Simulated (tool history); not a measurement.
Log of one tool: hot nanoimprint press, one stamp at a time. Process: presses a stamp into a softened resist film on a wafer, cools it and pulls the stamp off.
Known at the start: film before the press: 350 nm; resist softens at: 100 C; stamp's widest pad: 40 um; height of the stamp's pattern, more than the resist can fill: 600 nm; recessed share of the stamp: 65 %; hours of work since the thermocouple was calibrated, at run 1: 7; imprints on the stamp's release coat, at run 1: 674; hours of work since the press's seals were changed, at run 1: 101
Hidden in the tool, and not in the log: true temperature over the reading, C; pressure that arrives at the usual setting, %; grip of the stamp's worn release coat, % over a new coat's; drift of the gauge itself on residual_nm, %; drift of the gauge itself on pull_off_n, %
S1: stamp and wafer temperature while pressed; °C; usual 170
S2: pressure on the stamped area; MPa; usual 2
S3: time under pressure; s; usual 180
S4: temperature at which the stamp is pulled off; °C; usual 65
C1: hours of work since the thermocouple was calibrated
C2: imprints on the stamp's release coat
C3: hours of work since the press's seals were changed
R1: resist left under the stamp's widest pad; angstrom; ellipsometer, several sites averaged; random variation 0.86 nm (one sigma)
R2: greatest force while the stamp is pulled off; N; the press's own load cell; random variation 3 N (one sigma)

{"run": 1, "hour": 0.0, "S1": 170, "S2": 2, "S3": 180, "S4": 65, "C1": 7, "C2": 674, "C3": 101, "R1": 1313, "R2": 139}
{"run": 2, "hour": 12.8, "S1": 170, "S2": 2, "S3": 180, "S4": 65, "C1": 15, "C2": 731, "C3": 110, "R1": 1318, "R2": 146}
{"run": 3, "hour": 27.1, "S1": 170, "S2": 2, "S3": 180, "S4": 65, "C1": 25, "C2": 796, "C3": 120, "R1": 1328, "R2": 145}
{"run": 4, "hour": 46.1, "S1": 170, "S2": 1.57, "S3": 180, "S4": 65, "C1": 38, "C2": 881, "C3": 132, "R1": 1463, "R2": 141}
{"run": 5, "hour": 65.4, "S1": 170, "S2": 1.57, "S3": 180, "S4": 65, "C1": 51, "C2": 968, "C3": 145, "R1": 1457, "R2": 139}
{"run": 6, "hour": 76.0, "S1": 170, "S2": 1.57, "S3": 180, "S4": 65, "C1": 58, "C2": 1016, "C3": 153, "R1": 1459, "R2": 146}
{"run": 7, "hour": 87.8, "S1": 170, "S2": 1.57, "S3": 180, "S4": 65, "C1": 66, "C2": 1069, "C3": 161, "R1": 1469, "R2": 141}
{"run": 8, "hour": 97.7, "S1": 170, "S2": 1.57, "S3": 180, "S4": 65, "C1": 73, "C2": 1113, "C3": 167, "R1": 1462, "R2": 150}
{"run": 9, "hour": 108.0, "S1": 170, "S2": 2, "S3": 180, "S4": 65, "C1": 80, "C2": 1159, "C3": 174, "R1": 1323, "R2": 140}
{"run": 10, "hour": 116.9, "S1": 170, "S2": 2, "S3": 180, "S4": 65, "C1": 86, "C2": 1199, "C3": 180, "R1": 1304, "R2": 147}
{"run": 11, "hour": 135.6, "S1": 170, "S2": 2, "S3": 180, "S4": 65, "C1": 98, "C2": 1283, "C3": 193, "R1": 1307, "R2": 144}
{"run": 12, "hour": 145.9, "S1": 170, "S2": 2, "S3": 108, "S4": 65, "C1": 105, "C2": 1330, "C3": 200, "R1": 1636, "R2": 146}
{"hour": 158.5, "done": "stamp cleaned and given a new release coat"}
{"run": 13, "hour": 168.2, "S1": 165, "S2": 2, "S3": 180, "S4": 65, "C1": 116, "C2": 44, "C3": 211, "R1": 1777, "R2": 136}
{"run": 14, "hour": 186.3, "S1": 165, "S2": 2, "S3": 180, "S4": 65, "C1": 128, "C2": 125, "C3": 223, "R1": 1740, "R2": 147}
{"run": 15, "hour": 204.3, "S1": 165, "S2": 2, "S3": 180, "S4": 65, "C1": 141, "C2": 206, "C3": 235, "R1": 1754, "R2": 142}
{"run": 16, "hour": 214.7, "S1": 170, "S2": 2, "S3": 180, "S4": 65, "C1": 148, "C2": 253, "C3": 242, "R1": 1304, "R2": 141}
{"run": 17, "hour": 225.9, "S1": 170, "S2": 2, "S3": 283, "S4": 65, "C1": 155, "C2": 303, "C3": 250, "R1": 1095, "R2": 144}
{"run": 18, "hour": 246.1, "S1": 170, "S2": 2, "S3": 180, "S4": 66, "C1": 169, "C2": 394, "C3": 263, "R1": 1324, "R2": 137}
{"run": 19, "hour": 256.1, "S1": 164, "S2": 1.22, "S3": 345, "S4": 72, "C1": 176, "C2": 439, "C3": 270, "R1": 1751, "R2": 129}
{"run": 20, "hour": 266.2, "S1": 172, "S2": 2.38, "S3": 345, "S4": 59, "C1": 182, "C2": 484, "C3": 277, "R1": 795, "R2": 157}
{"run": 21, "hour": 275.5, "S1": 172, "S2": 2.38, "S3": 345, "S4": 59, "C1": 189, "C2": 526, "C3": 283, "R1": 819, "R2": 150}
{"run": 22, "hour": 295.5, "S1": 163, "S2": 3.18, "S3": 180, "S4": 62, "C1": 202, "C2": 616, "C3": 297, "R1": 1650, "R2": 145}
{"run": 23, "hour": 303.9, "S1": 170, "S2": 2, "S3": 180, "S4": 65, "C1": 208, "C2": 654, "C3": 302, "R1": 1332, "R2": 140}
{"run": 24, "hour": 323.7, "S1": 174, "S2": 2.61, "S3": 92, "S4": 65, "C1": 221, "C2": 743, "C3": 316, "R1": 1249, "R2": 144}
{"run": 25, "hour": 342.0, "S1": 166, "S2": 1.25, "S3": 124, "S4": 66, "C1": 234, "C2": 825, "C3": 328, "R1": 2232, "R2": 142}
{"run": 26, "hour": 360.9, "S1": 166, "S2": 1.25, "S3": 124, "S4": 66, "C1": 246, "C2": 910, "C3": 341, "R1": 2212, "R2": 139}
{"run": 27, "hour": 379.9, "S1": 170, "S2": 2, "S3": 180, "S4": 71, "C1": 259, "C2": 995, "C3": 354, "R1": 1310, "R2": 132}
{"run": 28, "hour": 390.0, "S1": 163, "S2": 1.62, "S3": 102, "S4": 56, "C1": 266, "C2": 1041, "C3": 360, "R1": 2465, "R2": 158}
{"run": 29, "hour": 398.8, "S1": 163, "S2": 1.62, "S3": 102, "S4": 56, "C1": 272, "C2": 1080, "C3": 366, "R1": 2454, "R2": 163}
{"run": 30, "hour": 413.5, "S1": 163, "S2": 1.62, "S3": 140, "S4": 55, "C1": 282, "C2": 1146, "C3": 376, "R1": 2234, "R2": 169}
{"run": 31, "hour": 433.2, "S1": 169, "S2": 2.5, "S3": 317, "S4": 64, "C1": 295, "C2": 1235, "C3": 390, "R1": 988, "R2": 141}

Measured less the same run without the tool's hidden state. The same run-to-run variation is in both; the gauge's scatter may not be:
run=1 R2=+2
run=2 R2=+1
run=3 R2=+2
run=4 R2=+2
run=5 R2=+2
run=6 R2=+2
run=7 R2=+2
run=8 R2=+3
run=9 R2=+3
run=10 R2=+2
run=11 R2=+3
run=12 R2=+3
run=13 R2=+0
run=14 R2=+0
run=15 R2=+0
run=16 R2=+0
run=17 R2=+0
run=18 R2=+1
run=19 R2=+1
run=20 R2=+1
run=21 R2=+1
run=22 R2=+1
run=23 R2=+2
run=24 R2=+1
run=25 R2=+2
run=26 R2=+2
run=27 R2=+2
run=28 R2=+3
run=29 R2=+3
run=30 R2=+2
run=31 R2=+2
R1: within 3 angstrom of the measured result in every run.
